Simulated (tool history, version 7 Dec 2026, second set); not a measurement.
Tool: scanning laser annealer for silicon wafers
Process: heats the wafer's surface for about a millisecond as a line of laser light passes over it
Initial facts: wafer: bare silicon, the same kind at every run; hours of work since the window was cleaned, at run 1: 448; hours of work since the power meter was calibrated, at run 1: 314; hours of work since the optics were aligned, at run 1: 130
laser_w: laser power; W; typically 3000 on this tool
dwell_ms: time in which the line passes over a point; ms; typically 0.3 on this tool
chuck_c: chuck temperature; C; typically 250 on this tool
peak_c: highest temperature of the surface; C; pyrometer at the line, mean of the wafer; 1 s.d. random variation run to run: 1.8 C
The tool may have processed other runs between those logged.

run   hour  laser_w  dwell_ms  chuck_c  hours of work since the window was cleaned  hours of work since the power meter was calibrated  hours of work since the optics were aligned  peak_c
  1      0     3000       0.3      250                                         448                                                 314                                          130     985
  2    8.2     3000       0.3      250                                         454                                                 320                                          136     984
  3   19.1     3000       0.3      250                                         461                                                 327                                          143     987
  4     26     3000       0.3      250                                         466                                                 332                                          148     987
  5   36.2     3000       0.3      250                                         473                                                 338                                          155     991
  6   42.4     3000       0.3      250                                         477                                                 343                                          159     986
  7   55.9     3000       0.3      250                                         486                                                 352                                          168     988
  8   68.9     3000       0.3      250                                         495                                                 360                                          177     986
  9   77.4     3000     0.217      250                                         500                                                 366                                          182     878
 10     86     3000     0.217      250                                         506                                                 372                                          188     881
 11     96     3000       0.3      250                                         513                                                 379                                          195     988
 12  102.2     3000       0.3      250                                         517                                                 383                                          199     990
 13  107.7     3000       0.3      250                                         521                                                 386                                          203     987
     117.5  -- window over the wafer cleaned
 14  119.3     3000       0.3      250                                           1                                                 393                                          209     991
 15  128.1     3000       0.3      250                                           7                                                 399                                          215     987
 16  135.9     3000       0.3      250                                          12                                                 404                                          220     991
 17  149.1     3000       0.3      250                                          21                                                 413                                          229     991
 18  160.4     3000       0.3      250                                          29                                                 420                                          237     991
 19  172.5     3000       0.3      250                                          37                                                 429                                          245     987
 20  181.5     3000       0.3      250                                          43                                                 435                                          251     987
 21  193.4     2864     0.315      268                                          51                                                 443                                          259     980
 22  202.6     2864     0.315      290                                          57                                                 449                                          265    1004
 23  211.4     3113       0.3      269                                          63                                                 455                                          271    1043
 24  223.3     2861     0.378      283                                          71                                                 463                                          279    1057
 25  233.3     2861     0.378      283                                          78                                                 469                                          286    1058
 26  242.7     2713     0.264      250                                          84                                                 476                                          292     859
 27  253.3     3251     0.264      250                                          91                                                 483                                          299    1023
 28  264.4     3122     0.303      279                                          99                                                 490                                          306    1061
 29  277.9     2732       0.3      250                                         108                                                 499                                          316     902
 30  285.9     2732       0.3      250                                         113                                                 505                                          321     903
 31  294.1     2588     0.367      246                                         118                                                 510                                          326     917
 32  301.9     3187     0.359      241                                         124                                                 515                                          332    1115
 33  309.3     2589     0.359      241                                         129                                                 520                                          337     905
 34  319.4     2589     0.359      261                                         135                                                 527                                          343     926
 35  331.7     3089     0.359      290                                         144                                                 535                                          352    1130
 36  341.6     3291       0.3      228                                         150                                                 542                                          358    1064
 37  353.7     3291       0.3      228                                         158                                                 550                                          366    1063
 38  361.2     3151     0.377      242                                         163                                                 555                                          371    1122
 39  366.9     3058     0.331      220                                         167                                                 559                                          375    1015
 40  377.6     2676     0.236      250                                         174                                                 566                                          382     815

Across each entry between runs, compare the hidden state at the last listed run before it with the hidden state at the first listed run after it:
From run 13 to run 14: window over the wafer cleaned (hour 117.5)
  light that passes the window, % of a clean one's: 99.93 -> 100
